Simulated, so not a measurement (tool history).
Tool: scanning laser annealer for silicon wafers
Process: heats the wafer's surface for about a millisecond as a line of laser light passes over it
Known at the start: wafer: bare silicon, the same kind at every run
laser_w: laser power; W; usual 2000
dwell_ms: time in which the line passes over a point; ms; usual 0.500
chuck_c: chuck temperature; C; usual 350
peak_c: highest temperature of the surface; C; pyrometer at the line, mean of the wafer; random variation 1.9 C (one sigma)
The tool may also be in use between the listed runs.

run   hour  laser_w  dwell_ms  chuck_c  peak_c
  1    0.0     2000     0.500      350    1134
  2   40.3     2000     0.399      350    1040
  3   83.5     2000     0.500      350    1134
  4  120.7     2000     0.362      350    1004
  5  154.3     2000     0.500      330    1113
  6  179.0     2000     0.500      330    1107
  7  202.6     2000     0.500      350    1130
  8  225.8     2000     0.500      350    1130
  9  264.8     2000     0.500      350    1124
 10  298.0     2000     0.500      350    1125
 11  338.8     2000     0.500      350    1121
 12  363.3     2000     0.379      350    1014
 13  401.5     2000     0.379      350    1015
 14  421.7     2000     0.379      350    1010
 15  442.9     2000     0.457      350    1081
 16  486.3     2000     0.500      350    1118
     493.4  -- laser's power meter calibrated
 17  524.9     2072     0.500      350    1145
 18  561.1     1924     0.542      350    1112
     597.3  -- window over the wafer cleaned
 19  597.3     1734     0.355      316     882
 20  621.0     2159     0.373      350    1110
 21  644.3     2159     0.387      327    1101
 22  682.3     1984     0.503      373    1180
 23  701.7     1984     0.503      373    1177
     723.3  -- laser's power meter calibrated, once more
 24  743.8     1997     0.503      373    1195
 25  768.0     1940     0.605      322    1203
 26  809.5     2017     0.382      352    1067
 27  832.0     1732     0.557      352    1085
 28  872.5     1732     0.557      352    1082
 29  907.3     1732     0.426      352     979
 30  927.4     1732     0.426      352     979
 31  957.6     2074     0.500      352    1199
 32  996.3     1987     0.588      350    1230

Measured less the same run without the tool's hidden state. The same run-to-run variation is in both; the gauge's scatter may not be:
The hidden state here: light that passes the window, % of a clean one's; laser's true power over the reading, %; width of the line over the set one, %; drift of the gauge itself on peak_c, C.
run  peak_c
  1     -49
  2     -45
  3     -53
  4     -46
  5     -57
  6     -58
  7     -58
  8     -60
  9     -61
 10     -63
 11     -64
 12     -56
 13     -57
 14     -58
 15     -65
 16     -70
 17     -78
 18     -76
 19     -15
 20     -22
 21     -24
 22     -26
 23     -27
 24     -17
 25     -19
 26     -17
 27     -19
 28     -20
 29     -18
 30     -19
 31     -27
 32     -31
